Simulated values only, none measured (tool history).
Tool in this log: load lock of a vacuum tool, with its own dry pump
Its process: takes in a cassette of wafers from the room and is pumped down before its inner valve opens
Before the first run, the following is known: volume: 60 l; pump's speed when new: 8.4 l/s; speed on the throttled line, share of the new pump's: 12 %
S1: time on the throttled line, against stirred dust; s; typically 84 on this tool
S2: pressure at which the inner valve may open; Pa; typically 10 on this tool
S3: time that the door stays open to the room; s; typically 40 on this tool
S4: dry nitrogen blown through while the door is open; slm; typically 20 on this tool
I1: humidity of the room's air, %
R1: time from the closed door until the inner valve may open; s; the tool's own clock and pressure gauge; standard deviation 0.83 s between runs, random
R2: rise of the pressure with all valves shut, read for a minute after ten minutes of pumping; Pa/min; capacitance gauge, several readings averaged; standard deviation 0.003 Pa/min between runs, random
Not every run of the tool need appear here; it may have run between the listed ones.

run	hour	S1	S2	S3	S4	I1	R1	R2
1	0	84	10	40	20	44.8	140.8	0.02
2	311.3	84	10	40	20	46	139.7	0.023
3	667.4	84	10	40	20	41.1	140.2	0.02
4	1011.9	84	10	40	20	45.2	139.9	0.023
5	1451.9	84	10	40	20	44.1	139.6	0.021
6	1890.5	84	10	40	20	42	141	0.02
7	2563.2	84	10	40	20	42.4	140.7	0.027
# hour 2905: dry pump taken out, an overhauled one fitted
8	3019.1	84	10	40	20	47.4	138.6	0.02
9	3342	84	10	40	20	44.3	140.1	0.02
10	3959.2	84	10	40	20	45.1	140.3	0.018
11	4294.7	84	10	40	20	44.3	139.3	0.025
12	4574.2	84	10	40	20	43.1	140.4	0.018
13	5065.1	84	10	40	20	46	139.9	0.02
14	5704.6	84	10	40	20	49.5	140.1	0.02
15	6035.7	53	10	40	20	44.7	112.7	0.024
16	6418.8	53	10	40	20	48.7	114	0.021
17	6961.1	63	10	83	13	45.2	122.7	0.036
18	7599	84	10	53	5	42.4	141.5	0.034
19	8066.7	51	19	120	7	49.2	107.6	0.06
20	8683	118	19	107	7	47.1	165.8	0.054
# hour 8739.2: door's seal changed, seat wiped
21	9247.2	49	10	67	20	45.3	110.1	0.03
22	9761.9	79	10	40	10	44.6	135.5	0.019
23	10206.2	157	15	72	44	46.7	202.5	0.025
24	10567.3	157	15	72	44	50	200.6	0.025
25	11174.5	130	18	72	44	44.8	176.1	0.021
26	11451.5	130	10	72	34	45.6	181.8	0.022
27	11760	107	17	84	10	45.5	157.8	0.038
28	12337.7	84	19	55	14	40.8	135.7	0.024
29	12888.9	84	19	55	14	45.9	136.1	0.022
30	13324.9	84	19	106	6	43.9	135	0.042

Each row is a separate what-if for the run after 30, all from the same tool condition, not one after another. Results?
A	13889.6	52	17	106	6	45.2	?	?
B	13889.6	70	10	40	20	47.4	?	?
C	13889.6	84	8	106	8	44.7	?	?

run	R1	R2
A	107.2	0.049
B	127.6	0.018
C	140.6	0.044
Had the tool no hidden state, the same runs would have come out as:
run	R1	R2
A	107.1	0.048
B	127.6	0.018
C	140.6	0.044
